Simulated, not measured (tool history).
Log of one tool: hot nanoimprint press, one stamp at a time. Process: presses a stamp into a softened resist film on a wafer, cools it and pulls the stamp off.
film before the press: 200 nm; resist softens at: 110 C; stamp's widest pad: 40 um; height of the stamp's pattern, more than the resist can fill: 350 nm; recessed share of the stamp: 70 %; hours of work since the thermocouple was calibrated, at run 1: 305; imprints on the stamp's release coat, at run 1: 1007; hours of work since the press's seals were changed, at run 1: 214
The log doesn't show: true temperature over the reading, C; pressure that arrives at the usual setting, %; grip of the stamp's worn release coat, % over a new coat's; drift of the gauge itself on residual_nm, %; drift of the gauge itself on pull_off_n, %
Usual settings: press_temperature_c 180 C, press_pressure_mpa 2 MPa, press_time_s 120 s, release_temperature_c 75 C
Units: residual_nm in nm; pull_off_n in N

run     day  press_temperature_c  press_pressure_mpa  press_time_s  release_temperature_c  hours of work since the thermocouple was calibrated  imprints on the stamp's release coat  hours of work since the press's seals were changed  residual_nm  pull_off_n
  1       0                  180                   2           120                     75                                                  305                                  1007                                                 214         87.7         233
  2    0.45                  172                   2           120                     75                                                  309                                  1031                                                 218        118.7         239
  3    0.95                  172                   2            72                     75                                                  314                                  1057                                                 223        136.3         243
  4   1.517                  180                   2           120                     75                                                  320                                  1087                                                 228         87.7         237
  5     2.1                  191                   2           120                     75                                                  325                                  1118                                                 234           58         237
  6   2.583                  191                   2           120                     75                                                  330                                  1143                                                 238         57.7         239
  7   3.204                  180                   2           120                     75                                                  336                                  1176                                                 244         87.6         245
  8   3.654                  180                   2           120                     75                                                  340                                  1200                                                 249         87.3         244
  9   4.146                  180                   2           120                     75                                                  345                                  1226                                                 253         87.6         245
      4.304  -- plate thermocouple calibrated
 10   4.654                  180                   2           120                     75                                                    3                                  1246                                                 257         86.1         244
 11   5.233                  180                   2           120                     75                                                    9                                  1277                                                 263         86.2         246
 12   5.517                  180                   2           120                     75                                                   12                                  1291                                                 265         86.1         245
 13   6.138                  180                   2           120                     75                                                   18                                  1324                                                 271         86.1         246
 14   6.512                  180                   2           120                     75                                                   21                                  1344                                                 275         86.3         244
 15   6.821                  180                   2           120                     75                                                   24                                  1360                                                 278           86         248
 16   7.233                  180                3.12           120                     61                                                   28                                  1382                                                 282         68.3         273
 17   7.625                  176                 1.5            88                     61                                                   32                                  1402                                                 286        124.7         266
      7.983  -- plate thermocouple calibrated, once more
 18   8.112                  191                   2           120                     75                                                    1                                  1422                                                 289         58.5         246
 19   8.525                  180                1.44           120                     75                                                    5                                  1443                                                 293        103.8         254
 20     8.8                  180                1.44           120                     75                                                    8                                  1458                                                 296        103.7         255
 21   9.338                  180                1.44           120                     75                                                   13                                  1486                                                 301        103.7         250
 22   9.646                  180                2.96            61                     65                                                   16                                  1502                                                 304         93.1         261
 23  10.054                  180                2.96            61                     65                                                   20                                  1524                                                 308           93         264
 24  10.446                  180                2.33           120                     67                                                   24                                  1545                                                 312           82         271
 25  10.867                  180                2.66           173                     81                                                   28                                  1567                                                 316         66.5         250
 26  11.442                  180                1.51           172                     75                                                   33                                  1597                                                 321         89.1         259
 27  11.862                  169                3.05           172                     73                                                   37                                  1619                                                 325         99.6         264
 28  12.221                  169                3.05           172                     73                                                   41                                  1638                                                 329         99.4         266
 29  12.733                  169                3.05           172                     73                                                   46                                  1665                                                 334         99.4         260

3 ways to go on from here, each from the tool as it stands after run 29. What would each give?
  A  13.388                  180                1.47           181                     78                                                   52                                  1700                                                 340            ?           ?
  B  13.388                  189                3.05           172                     61                                                   52                                  1700                                                 340            ?           ?
  C  13.388                  169                1.44           172                     73                                                   52                                  1700                                                 340            ?           ?

run  residual_nm  pull_off_n
  A         88.7         254
  B           43         280
  C        135.8         262
Without the tool's hidden state the same runs would have given:
run  residual_nm  pull_off_n
  A         89.5         207
  B           43         228
  C        136.9         213

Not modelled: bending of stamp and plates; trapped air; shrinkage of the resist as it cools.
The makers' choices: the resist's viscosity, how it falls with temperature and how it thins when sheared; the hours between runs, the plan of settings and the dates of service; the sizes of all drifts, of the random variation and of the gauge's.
